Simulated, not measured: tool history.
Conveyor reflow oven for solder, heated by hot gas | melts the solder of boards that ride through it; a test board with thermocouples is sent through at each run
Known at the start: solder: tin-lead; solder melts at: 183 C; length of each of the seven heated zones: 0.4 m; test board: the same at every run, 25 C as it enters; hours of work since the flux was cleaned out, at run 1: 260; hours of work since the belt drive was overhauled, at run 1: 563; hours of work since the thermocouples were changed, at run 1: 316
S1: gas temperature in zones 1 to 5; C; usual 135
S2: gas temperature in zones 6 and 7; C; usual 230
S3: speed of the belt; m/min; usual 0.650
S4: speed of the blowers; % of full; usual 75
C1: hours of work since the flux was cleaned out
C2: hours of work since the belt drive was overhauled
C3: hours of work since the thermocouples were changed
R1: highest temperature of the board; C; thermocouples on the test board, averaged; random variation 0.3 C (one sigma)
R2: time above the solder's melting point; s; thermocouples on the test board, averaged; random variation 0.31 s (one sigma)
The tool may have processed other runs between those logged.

run,day,S1,S2,S3,S4,C1,C2,C3,R1,R2
1,0.000,135,230,0.650,75,260,563,316,211.9,49.6
2,1.575,135,230,0.650,75,285,588,341,210.7,49.5
3,2.417,135,230,0.650,75,299,601,355,210.4,49.4
4,4.238,135,230,0.650,75,328,630,383,210.3,48.7
# day 4.612: flux residue cleaned out of gas plates and filters
5,5.975,135,230,0.650,75,22,654,408,206.9,44.7
6,7.950,133,230,0.614,75,53,686,439,208.3,48.2

Run 7, settings as shown, results not yet in. Your forecast:
7,9.338,124,231,0.640,57,75,708,461,?,?

For run 7 the tool returned R1 200.2 C, R2 32.2 s.
Were there no unlogged condition in the tool, this run, its random variation unchanged, would have produced R1 207.8 C, R2 42.0 s.
